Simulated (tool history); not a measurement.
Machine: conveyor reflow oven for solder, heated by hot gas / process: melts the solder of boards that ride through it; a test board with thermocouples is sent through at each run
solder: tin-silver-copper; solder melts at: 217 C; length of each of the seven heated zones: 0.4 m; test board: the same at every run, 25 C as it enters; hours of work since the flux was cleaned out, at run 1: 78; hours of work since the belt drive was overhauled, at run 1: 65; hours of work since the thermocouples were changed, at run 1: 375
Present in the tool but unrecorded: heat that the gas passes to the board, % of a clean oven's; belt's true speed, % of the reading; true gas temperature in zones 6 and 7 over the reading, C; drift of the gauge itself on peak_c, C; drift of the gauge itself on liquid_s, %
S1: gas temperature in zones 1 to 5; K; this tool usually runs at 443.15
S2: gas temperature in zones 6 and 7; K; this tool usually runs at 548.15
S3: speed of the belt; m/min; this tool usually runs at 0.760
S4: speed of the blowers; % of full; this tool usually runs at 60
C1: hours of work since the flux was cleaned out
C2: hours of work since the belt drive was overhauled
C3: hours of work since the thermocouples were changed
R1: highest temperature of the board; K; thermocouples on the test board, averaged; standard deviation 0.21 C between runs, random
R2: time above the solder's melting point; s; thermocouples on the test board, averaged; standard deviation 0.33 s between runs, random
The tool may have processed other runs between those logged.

run   hour      S1      S2     S3  S4   C1   C2   C3      R1    R2
  1    0.0  443.15  548.15  0.760  60   78   65  375  525.75  45.0
  2   15.3  443.15  548.15  0.760  72   85   71  381  530.75  48.8
  3   38.9  443.15  548.15  0.760  72   94   81  391  530.55  49.1
  4   58.1  438.15  548.15  0.760  60  102   89  399  524.45  42.8
  5   71.2  438.15  548.15  0.760  60  108   95  404  524.55  42.6
  6   84.3  443.15  554.15  0.760  60  113  100  410  530.25  47.6
  7  107.1  443.15  554.15  0.760  60  123  110  419  530.65  48.4
  8  127.1  443.15  554.15  0.760  60  131  118  428  530.55  48.1
  9  145.2  443.15  554.15  0.760  60  139  126  435  530.45  47.7
 10  168.2  443.15  554.15  0.760  60  148  135  445  530.35  47.8
 11  178.1  443.15  554.15  0.760  60  153  139  449  529.85  47.6
 12  198.6  443.15  554.15  0.760  60  161  148  458  530.15  47.4
 13  220.4  443.15  554.15  0.760  60  170  157  467  530.35  47.5
 14  237.5  443.15  548.15  0.760  60  177  164  474  524.65  45.2
 15  249.6  443.15  548.15  0.760  60  182  169  479  524.85  45.1
 16  259.6  447.15  551.15  0.760  60  186  173  483  528.55  48.2
 17  278.9  443.15  548.15  0.761  61  195  181  491  525.15  44.4
 18  291.9  443.15  560.15  0.760  60  200  187  496  535.25  50.6
 19  306.5  457.15  541.15  0.649  53  206  193  503  525.35  58.3
     318.7  -- flux residue cleaned out of gas plates and filters
 20  334.7  443.15  550.15  0.760  60    7  203  512  528.55  47.2
 21  348.7  443.15  550.15  0.761  60   13  208  518  528.55  47.0
 22  363.5  439.15  559.15  0.777  85   19  215  524  544.05  53.0
 23  382.6  432.15  548.15  0.649  64   27  223  532  532.65  56.0
 24  395.9  432.15  548.15  0.649  64   32  228  538  532.65  55.8
 25  419.5  437.15  545.15  0.782  60   42  238  548  521.95  39.7
 26  431.4  443.15  548.15  0.756  63   47  243  553  528.35  47.5
 27  445.3  442.15  548.15  0.760  60   53  249  558  526.35  45.9
 28  465.7  433.15  547.15  0.760  60   61  257  567  523.35  41.6

Here are 4 independent what-if runs from the current tool condition. What would each one return?
  A  478.4  458.15  561.15  0.760  52  67  262  572   ?   ?
  B  478.4  443.15  544.15  0.760  60  67  262  572   ?   ?
  C  478.4  445.15  543.15  0.760  85  67  262  572   ?   ?
  D  478.4  441.15  548.15  0.760  69  67  262  572   ?   ?

run      R1    R2
  A  536.45  55.4
  B  523.35  43.1
  C  530.65  51.1
  D  530.15  47.6
Without the tool's unlogged condition, the same runs would have read:
run      R1    R2
  A  535.55  54.6
  B  522.55  42.4
  C  529.85  50.6
  D  529.35  47.0

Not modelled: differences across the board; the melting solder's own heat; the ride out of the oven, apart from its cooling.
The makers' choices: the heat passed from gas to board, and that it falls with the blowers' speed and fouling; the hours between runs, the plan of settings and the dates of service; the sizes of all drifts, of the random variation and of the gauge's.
